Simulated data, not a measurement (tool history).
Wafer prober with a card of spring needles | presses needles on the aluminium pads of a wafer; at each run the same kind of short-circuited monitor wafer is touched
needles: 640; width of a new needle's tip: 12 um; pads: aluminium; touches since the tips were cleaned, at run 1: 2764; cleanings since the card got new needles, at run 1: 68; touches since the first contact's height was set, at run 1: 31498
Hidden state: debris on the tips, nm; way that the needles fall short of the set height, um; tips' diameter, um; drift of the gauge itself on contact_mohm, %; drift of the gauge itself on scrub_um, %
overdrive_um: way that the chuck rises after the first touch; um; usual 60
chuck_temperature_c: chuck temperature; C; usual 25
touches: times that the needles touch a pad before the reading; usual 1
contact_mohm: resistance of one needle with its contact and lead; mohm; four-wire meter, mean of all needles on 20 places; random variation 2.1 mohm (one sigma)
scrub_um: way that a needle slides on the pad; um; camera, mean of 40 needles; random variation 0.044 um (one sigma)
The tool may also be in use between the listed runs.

run	day	overdrive_um	chuck_temperature_c	touches	touches since the tips were cleaned	cleanings since the card got new needles	touches since the first contact's height was set	contact_mohm	scrub_um
1	0.000	60	25	1	2764	68	31498	271	16.33
# day 0.221: tips cleaned on abrasive film
# day 0.654: tips cleaned on abrasive film
# day 1.196: tips cleaned on abrasive film
# day 1.733: tips cleaned on abrasive film
# day 2.275: tips cleaned on abrasive film
# day 2.712: tips cleaned on abrasive film
# day 3.250: tips cleaned on abrasive film
2	3.533	60	25	1	2907	75	67557	269	16.34
# day 3.754: tips cleaned on abrasive film
# day 4.188: tips cleaned on abrasive film
# day 4.729: tips cleaned on abrasive film
# day 5.162: tips cleaned on abrasive film
# day 5.596: tips cleaned on abrasive film
# day 6.138: tips cleaned on abrasive film
# day 6.575: tips cleaned on abrasive film
3	6.575	60	25	1	0	82	98531	234	16.23
# day 7.117: tips cleaned on abrasive film
# day 7.550: tips cleaned on abrasive film
# day 8.092: tips cleaned on abrasive film
# day 8.525: tips cleaned on abrasive film
4	8.683	60	25	1	1621	86	120040	258	16.18
# day 9.008: tips cleaned on abrasive film
# day 9.550: tips cleaned on abrasive film
# day 9.983: tips cleaned on abrasive film
# day 10.417: tips cleaned on abrasive film
# day 10.958: tips cleaned on abrasive film
5	11.150	60	25	1	1982	91	145229	258	16.12
# day 11.479: tips cleaned on abrasive film
# day 12.017: tips cleaned on abrasive film
# day 12.558: tips cleaned on abrasive film
# day 12.992: tips cleaned on abrasive film
# day 13.004: height of the first contact set anew
# day 13.546: tips cleaned on abrasive film
# day 14.088: tips cleaned on abrasive film
# day 14.629: tips cleaned on abrasive film
6	14.925	60	25	1	3028	98	19605	278	15.78
# day 15.142: tips cleaned on abrasive film
# day 15.683: tips cleaned on abrasive film
# day 16.225: tips cleaned on abrasive film
# day 16.767: tips cleaned on abrasive film
# day 17.308: tips cleaned on abrasive film
# day 17.850: tips cleaned on abrasive film
# day 18.392: tips cleaned on abrasive film
7	18.729	60	25	1	3498	105	58467	284	15.77
# day 18.842: tips cleaned on abrasive film
# day 19.383: tips cleaned on abrasive film
# day 19.925: tips cleaned on abrasive film
# day 20.467: tips cleaned on abrasive film
8	20.858	60	25	1	4016	109	80164	290	15.70
# day 20.967: tips cleaned on abrasive film
# day 21.404: tips cleaned on abrasive film
# day 21.942: tips cleaned on abrasive film
# day 22.483: tips cleaned on abrasive film
# day 23.025: tips cleaned on abrasive film
# day 23.567: tips cleaned on abrasive film
9	23.579	60	25	1	125	115	107917	241	15.54
# day 24.012: tips cleaned on abrasive film
# day 24.446: tips cleaned on abrasive film
# day 24.988: tips cleaned on abrasive film
# day 25.475: tips cleaned on abrasive film
10	25.475	60	25	1	0	119	127260	230	15.57
# day 26.025: height of the first contact set anew, once more
# day 26.029: tips cleaned on abrasive film
# day 26.571: tips cleaned on abrasive film
# day 27.112: tips cleaned on abrasive film
# day 27.546: tips cleaned on abrasive film
# day 27.979: tips cleaned on abrasive film
# day 28.521: tips cleaned on abrasive film
11	28.800	60	36	1	2875	125	28293	273	16.38
# day 29.021: tips cleaned on abrasive film
# day 29.454: tips cleaned on abrasive film
# day 29.996: tips cleaned on abrasive film
# day 30.429: tips cleaned on abrasive film
# day 30.971: tips cleaned on abrasive film
# day 31.404: tips cleaned on abrasive film
# day 31.946: tips cleaned on abrasive film
12	32.221	60	36	1	2830	132	63172	275	16.31
# day 32.438: tips cleaned on abrasive film
# day 32.979: tips cleaned on abrasive film
# day 33.521: tips cleaned on abrasive film
# day 33.954: tips cleaned on abrasive film
# day 34.496: tips cleaned on abrasive film
# day 35.038: tips cleaned on abrasive film
# day 35.579: tips cleaned on abrasive film
13	35.862	60	36	1	2904	139	100335	275	16.27
# day 36.079: tips cleaned on abrasive film
# day 36.517: tips cleaned on abrasive film
# day 37.058: tips cleaned on abrasive film
# day 37.596: tips cleaned on abrasive film
14	38.025	60	36	1	4409	143	122426	288	16.21
# day 38.138: tips cleaned on abrasive film
# day 38.571: tips cleaned on abrasive film
# day 39.112: tips cleaned on abrasive film
# day 39.654: tips cleaned on abrasive film
# day 40.196: tips cleaned on abrasive film
15	40.625	60	36	1	4402	148	148931	293	16.12
# day 40.733: tips cleaned on abrasive film
# day 41.167: tips cleaned on abrasive film
# day 41.708: tips cleaned on abrasive film
# day 42.046: height of the first contact set anew
# day 42.262: tips cleaned on abrasive film
# day 42.696: tips cleaned on abrasive film
# day 43.238: tips cleaned on abrasive film
# day 43.779: tips cleaned on abrasive film
# day 44.321: tips cleaned on abrasive film
# day 44.821: card fitted with new needles
16	45.108	58	36	2	2943	0	2943	251	15.99
# day 45.325: tips cleaned on abrasive film
# day 45.762: tips cleaned on abrasive film
# day 46.300: tips cleaned on abrasive film
# day 46.842: tips cleaned on abrasive film
# day 47.275: tips cleaned on abrasive film
# day 47.817: tips cleaned on abrasive film
17	48.129	48	42	1	3218	6	33790	286	13.13

Forecast run 18:
# day 48.350: tips cleaned on abrasive film
# day 48.783: tips cleaned on abrasive film
# day 49.217: tips cleaned on abrasive film
# day 49.758: tips cleaned on abrasive film
# day 50.192: tips cleaned on abrasive film
18	50.567	48	42	1	3841	11	58629	?	?

Run 18 gave contact_mohm 294 mohm, scrub_um 13.09 um.
Without the tool's hidden state the same run would have given contact_mohm 232 mohm, scrub_um 13.24 um.

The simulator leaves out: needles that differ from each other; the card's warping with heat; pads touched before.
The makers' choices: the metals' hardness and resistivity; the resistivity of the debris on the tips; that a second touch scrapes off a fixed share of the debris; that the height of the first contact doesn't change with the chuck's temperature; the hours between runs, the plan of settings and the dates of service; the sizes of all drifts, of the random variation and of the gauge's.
